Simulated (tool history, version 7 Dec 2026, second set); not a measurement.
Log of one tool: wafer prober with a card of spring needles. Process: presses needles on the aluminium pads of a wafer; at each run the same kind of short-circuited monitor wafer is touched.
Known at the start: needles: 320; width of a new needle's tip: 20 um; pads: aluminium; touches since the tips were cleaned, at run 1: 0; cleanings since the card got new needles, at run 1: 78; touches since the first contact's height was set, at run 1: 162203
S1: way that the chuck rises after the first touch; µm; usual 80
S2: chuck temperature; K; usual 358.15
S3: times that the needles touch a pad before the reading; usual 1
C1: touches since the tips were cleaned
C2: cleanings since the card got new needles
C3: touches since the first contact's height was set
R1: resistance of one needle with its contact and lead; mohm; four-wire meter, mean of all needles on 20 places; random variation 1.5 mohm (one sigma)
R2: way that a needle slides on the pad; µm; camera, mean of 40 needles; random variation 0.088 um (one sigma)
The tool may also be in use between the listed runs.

| run | day | S1 | S2 | S3 | C1 | C2 | C3 | R1 | R2 |
|---|---|---|---|---|---|---|---|---|---|
| 1 | 0 | 80 | 358.15 | 1 | 0 | 78 | 162203 | 138 | 17.88 |
|  | 0.475 | tips cleaned on abrasive film |
| 2 | 0.692 | 80 | 358.15 | 1 | 3014 | 79 | 171787 | 134 | 17.94 |
|  | 0.975 | tips cleaned on abrasive film |
| 3 | 1.283 | 63 | 358.15 | 1 | 4327 | 80 | 180018 | 139 | 14.14 |
|  | 1.55 | tips cleaned on abrasive film |
|  | 2.021 | tips cleaned on abrasive film |
| 4 | 2.067 | 63 | 358.15 | 1 | 653 | 82 | 190846 | 139 | 14.05 |
|  | 2.542 | tips cleaned on abrasive film |
|  | 3.033 | tips cleaned on abrasive film |
| 5 | 3.042 | 80 | 358.15 | 2 | 119 | 84 | 204374 | 135 | 17.85 |
|  | 3.55 | tips cleaned on abrasive film |
|  | 4.075 | tips cleaned on abrasive film |
| 6 | 4.075 | 80 | 358.15 | 2 | 0 | 86 | 218679 | 134 | 17.92 |
|  | 4.196 | height of the first contact set anew |
|  | 4.638 | tips cleaned on abrasive film |
| 7 | 4.758 | 80 | 300.15 | 2 | 1700 | 87 | 7807 | 125 | 17.96 |
|  | 5.192 | tips cleaned on abrasive film |
| 8 | 5.496 | 80 | 358.15 | 2 | 4231 | 88 | 18036 | 134 | 17.79 |
|  | 5.671 | tips cleaned on abrasive film |
|  | 6.162 | tips cleaned on abrasive film |
| 9 | 6.25 | 80 | 358.15 | 1 | 1226 | 90 | 28453 | 136 | 17.76 |
|  | 6.642 | tips cleaned on abrasive film |
|  | 7.121 | tips cleaned on abrasive film |
|  | 7.592 | tips cleaned on abrasive film |
| 10 | 7.638 | 80 | 358.15 | 2 | 628 | 93 | 47689 | 132 | 17.79 |
|  | 8.075 | tips cleaned on abrasive film |
| 11 | 8.4 | 80 | 358.15 | 2 | 4565 | 94 | 58295 | 132 | 17.58 |
|  | 8.592 | tips cleaned on abrasive film |
|  | 9.1 | tips cleaned on abrasive film |
|  | 9.629 | tips cleaned on abrasive film |
| 12 | 9.7 | 80 | 322.15 | 1 | 993 | 97 | 76252 | 127 | 17.61 |
|  | 10.146 | tips cleaned on abrasive film |
|  | 10.662 | tips cleaned on abrasive film |
| 13 | 10.738 | 80 | 358.15 | 1 | 1053 | 99 | 90647 | 136 | 17.59 |
|  | 11.171 | tips cleaned on abrasive film |
|  | 11.7 | tips cleaned on abrasive film |
| 14 | 11.733 | 80 | 358.15 | 1 | 438 | 101 | 104448 | 135 | 17.67 |
|  | 12.208 | tips cleaned on abrasive film |
|  | 12.704 | tips cleaned on abrasive film |
| 15 | 12.783 | 80 | 358.15 | 1 | 1135 | 103 | 119022 | 134 | 17.46 |
|  | 13.221 | tips cleaned on abrasive film |
|  | 13.75 | tips cleaned on abrasive film |
| 16 | 13.917 | 74 | 358.15 | 1 | 2358 | 105 | 134749 | 134 | 16.15 |
|  | 14.238 | tips cleaned on abrasive film |
|  | 14.625 | gauge calibrated |
| 17 | 14.625 | 80 | 347.15 | 3 | 5460 | 106 | 144596 | 130 | 17.97 |
|  | 14.704 | tips cleaned on abrasive film |
|  | 15.2 | tips cleaned on abrasive film |
| 18 | 15.625 | 69 | 347.15 | 3 | 5922 | 108 | 158405 | 133 | 15.41 |
|  | 15.742 | tips cleaned on abrasive film |
|  | 16.238 | tips cleaned on abrasive film |
| 19 | 16.242 | 95 | 301.15 | 2 | 79 | 110 | 166935 | 124 | 21.24 |
|  | 16.729 | tips cleaned on abrasive film |
|  | 17.288 | tips cleaned on abrasive film |
| 20 | 17.404 | 73 | 329.15 | 2 | 1604 | 112 | 183036 | 131 | 16.38 |
|  | 17.771 | tips cleaned on abrasive film |
|  | 18.292 | tips cleaned on abrasive film |
|  | 18.796 | tips cleaned on abrasive film |
| 21 | 18.796 | 73 | 329.15 | 2 | 0 | 115 | 202351 | 131 | 16.36 |
|  | 19.296 | tips cleaned on abrasive film |
|  | 19.812 | tips cleaned on abrasive film |
| 22 | 20.054 | 70 | 329.15 | 2 | 3401 | 117 | 219828 | 133 | 15.44 |
|  | 20.138 | height of the first contact set anew |
|  | 20.354 | tips cleaned on abrasive film |
|  | 20.875 | tips cleaned on abrasive film |
| 23 | 21.138 | 61 | 337.15 | 1 | 3661 | 119 | 13850 | 133 | 13.75 |
|  | 21.396 | tips cleaned on abrasive film |
| 24 | 21.733 | 61 | 337.15 | 1 | 4719 | 120 | 22124 | 133 | 13.58 |
|  | 21.933 | tips cleaned on abrasive film |
|  | 22.429 | tips cleaned on abrasive film |
|  | 22.971 | tips cleaned on abrasive film |
| 25 | 23.058 | 61 | 337.15 | 1 | 1244 | 123 | 40490 | 134 | 13.47 |
|  | 23.442 | tips cleaned on abrasive film |
|  | 23.917 | tips cleaned on abrasive film |
| 26 | 24.112 | 61 | 337.15 | 1 | 2734 | 125 | 55082 | 135 | 13.48 |
|  | 24.396 | tips cleaned on abrasive film |
| 27 | 24.725 | 61 | 337.15 | 1 | 4588 | 126 | 63585 | 133 | 13.56 |
|  | 24.933 | tips cleaned on abrasive film |
|  | 25.4 | tips cleaned on abrasive film |
| 28 | 25.4 | 61 | 337.15 | 1 | 0 | 128 | 72902 | 135 | 13.5 |
|  | 25.892 | tips cleaned on abrasive film |
|  | 26.446 | tips cleaned on abrasive film |
| 29 | 26.554 | 60 | 337.15 | 1 | 1483 | 130 | 88907 | 136 | 13.11 |

Forecast each of these 3 alternatives for the next run:
|  | 26.958 | tips cleaned on abrasive film |
| A | 27.375 | 60 | 375.15 | 1 | 5786 | 131 | 100321 | ? | ? |
|  | 26.958 | tips cleaned on abrasive film |
| B | 27.375 | 73 | 374.15 | 1 | 5786 | 131 | 100321 | ? | ? |
|  | 26.958 | tips cleaned on abrasive film |
| C | 27.375 | 80 | 358.15 | 1 | 5786 | 131 | 100321 | ? | ? |

| run | R1 | R2 |
|---|---|---|
| A | 139 | 13.26 |
| B | 138 | 15.98 |
| C | 133 | 17.54 |
Without the tool's hidden state the same runs would have given:
| run | R1 | R2 |
|---|---|---|
| A | 138 | 13.56 |
| B | 137 | 16.34 |
| C | 133 | 17.94 |

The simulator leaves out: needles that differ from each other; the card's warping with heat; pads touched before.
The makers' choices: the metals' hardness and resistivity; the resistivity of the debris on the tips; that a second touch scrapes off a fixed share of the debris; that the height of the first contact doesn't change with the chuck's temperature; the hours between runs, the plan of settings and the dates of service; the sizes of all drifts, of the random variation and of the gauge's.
